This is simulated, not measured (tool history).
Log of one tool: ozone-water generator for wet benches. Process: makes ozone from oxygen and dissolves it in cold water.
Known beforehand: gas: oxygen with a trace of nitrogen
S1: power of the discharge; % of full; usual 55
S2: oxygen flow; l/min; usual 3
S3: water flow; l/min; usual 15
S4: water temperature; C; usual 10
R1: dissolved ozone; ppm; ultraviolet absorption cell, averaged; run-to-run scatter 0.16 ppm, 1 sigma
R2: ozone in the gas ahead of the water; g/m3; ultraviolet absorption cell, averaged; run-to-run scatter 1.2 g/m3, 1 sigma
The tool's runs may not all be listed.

| run | hour | S1 | S2 | S3 | S4 | R1 | R2 |
|---|---|---|---|---|---|---|---|
| 1 | 0 | 55 | 3 | 15 | 10 | 20.2 | 206.2 |
| 2 | 109.6 | 55 | 3.5 | 15 | 10 | 20.4 | 186.3 |
| 3 | 207.2 | 55 | 3.5 | 15 | 10 | 20.5 | 185.1 |
| 4 | 322.4 | 55 | 3 | 23 | 10 | 13.2 | 205.5 |
| 5 | 422.3 | 55 | 3 | 23 | 10 | 13.4 | 206.2 |
| 6 | 478.9 | 55 | 3 | 12 | 10 | 24.8 | 203.4 |
| 7 | 595.2 | 55 | 3 | 12 | 10 | 24.5 | 203.4 |
| 8 | 705.9 | 55 | 3 | 15 | 10 | 20.1 | 203.1 |
| 9 | 810.2 | 55 | 3 | 15 | 10 | 19.8 | 202.6 |
| 10 | 904.4 | 55 | 3 | 15 | 10 | 20.1 | 202.7 |
| 11 | 970.9 | 55 | 3 | 15 | 10 | 19.8 | 201.7 |
| 12 | 1058.8 | 55 | 3 | 15 | 10 | 20 | 203.2 |
| 13 | 1147.5 | 55 | 3 | 15 | 10 | 20.2 | 203.4 |
| 14 | 1246.3 | 55 | 3 | 15 | 10 | 20 | 202.7 |
| 15 | 1343.9 | 55 | 3 | 15 | 10 | 19.8 | 203.9 |
| 16 | 1446.9 | 55 | 3 | 15 | 10 | 19.8 | 202.9 |
| 17 | 1501.9 | 55 | 3 | 15 | 10 | 19.7 | 205.9 |
| 18 | 1628 | 55 | 3 | 15 | 10 | 19.9 | 202.9 |
| 19 | 1739 | 55 | 3 | 15 | 10 | 19.6 | 202.1 |
| 20 | 1830 | 55 | 5.09 | 14 | 10 | 20.7 | 146.1 |
| 21 | 1944.8 | 55 | 5.09 | 14 | 10 | 20.7 | 143.6 |
|  | 1971 | water thermometer calibrated |
| 22 | 2044.3 | 55 | 5.09 | 14 | 10 | 20.8 | 145.7 |
| 23 | 2120.6 | 56 | 3.38 | 16 | 6 | 19.5 | 188.8 |
| 24 | 2214.5 | 56 | 3.38 | 16 | 6 | 19.7 | 189.5 |
| 25 | 2273.9 | 79 | 1.61 | 10 | 17 | 32.4 | 380.5 |
| 26 | 2360 | 55 | 3 | 20 | 10 | 14.8 | 200.8 |
| 27 | 2420.7 | 70 | 1.62 | 15 | 14 | 20.9 | 343.9 |
| 28 | 2547.6 | 55 | 3 | 22 | 7 | 13.8 | 202 |
| 29 | 2615 | 82 | 3 | 15 | 10 | 25.2 | 261.4 |
| 30 | 2738.7 | 82 | 2.97 | 15 | 10 | 25.3 | 263.9 |
| 31 | 2821.5 | 55 | 4.41 | 15 | 10 | 19.5 | 158.7 |
| 32 | 2917 | 62 | 3.01 | 20 | 10 | 16.1 | 215.1 |
| 33 | 3042.5 | 49 | 3.75 | 20 | 9 | 14 | 159.9 |
| 34 | 3159.7 | 49 | 5.18 | 9 | 9 | 26.1 | 132.3 |

Forecast each of these 3 alternatives for the next run:
| A | 3238.4 | 50 | 3.46 | 9 | 6 | ? | ? |
| B | 3238.4 | 81 | 3.03 | 24 | 9 | ? | ? |
| C | 3238.4 | 45 | 2.04 | 9 | 9 | ? | ? |

| run | R1 | R2 |
|---|---|---|
| A | 29.1 | 172.4 |
| B | 15.7 | 255.9 |
| C | 26.5 | 223.2 |
With the hidden condition removed and each run's random variation left untouched, the same runs would have given:
| run | R1 | R2 |
|---|---|---|
| A | 31.5 | 179.3 |
| B | 17.6 | 270.6 |
| C | 28.5 | 231.3 |

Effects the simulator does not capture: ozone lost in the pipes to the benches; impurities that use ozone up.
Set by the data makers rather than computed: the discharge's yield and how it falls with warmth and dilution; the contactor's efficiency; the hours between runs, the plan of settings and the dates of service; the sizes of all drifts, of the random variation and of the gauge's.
